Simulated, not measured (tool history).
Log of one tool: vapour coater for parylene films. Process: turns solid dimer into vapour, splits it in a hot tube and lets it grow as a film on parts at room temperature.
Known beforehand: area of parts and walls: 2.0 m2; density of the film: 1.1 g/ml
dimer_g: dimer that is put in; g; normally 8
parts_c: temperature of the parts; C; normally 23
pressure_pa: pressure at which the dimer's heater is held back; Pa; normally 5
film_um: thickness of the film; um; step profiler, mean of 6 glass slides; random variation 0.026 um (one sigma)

run,day,dimer_g,parts_c,pressure_pa,film_um
1,0,8,23,5,2.08
2,1.021,8,23,5,2.1
3,1.592,8,23,5,2.07
4,2.329,8,23,5,2.04
5,3.5,8,23,4.38,2.11
6,4.512,8,23,4.38,2.09
7,5.029,8,23,4.38,2.1
8,6.192,8,23,5,2
9,7.029,8,23,5,2.05
10,8.162,8,18,10.78,1.8
# day 8.942: trap's valve overhauled
11,8.942,7,23,9.11,1.69
12,10.188,8,30,5,1.88
13,11.004,3,19,11.71,0.71
14,12.088,9,21,11.71,2.06
15,13.096,9,21,11.71,2.08
16,14.25,9,21,11.71,2.02
17,14.788,3,21,2.91,0.92

4 options for the next run, each taken on its own from the tool as it stands now. Forecast them:
A,15.679,9,17,6.51,?
B,15.679,4,23,5,?
C,15.679,10,23,7.23,?
D,15.679,4,21,2.91,?

run,film_um
A,2.57
B,1.09
C,2.41
D,1.24
What these runs would have given with no unlogged condition in the tool:
run,film_um
A,2.64
B,1.13
C,2.48
D,1.28

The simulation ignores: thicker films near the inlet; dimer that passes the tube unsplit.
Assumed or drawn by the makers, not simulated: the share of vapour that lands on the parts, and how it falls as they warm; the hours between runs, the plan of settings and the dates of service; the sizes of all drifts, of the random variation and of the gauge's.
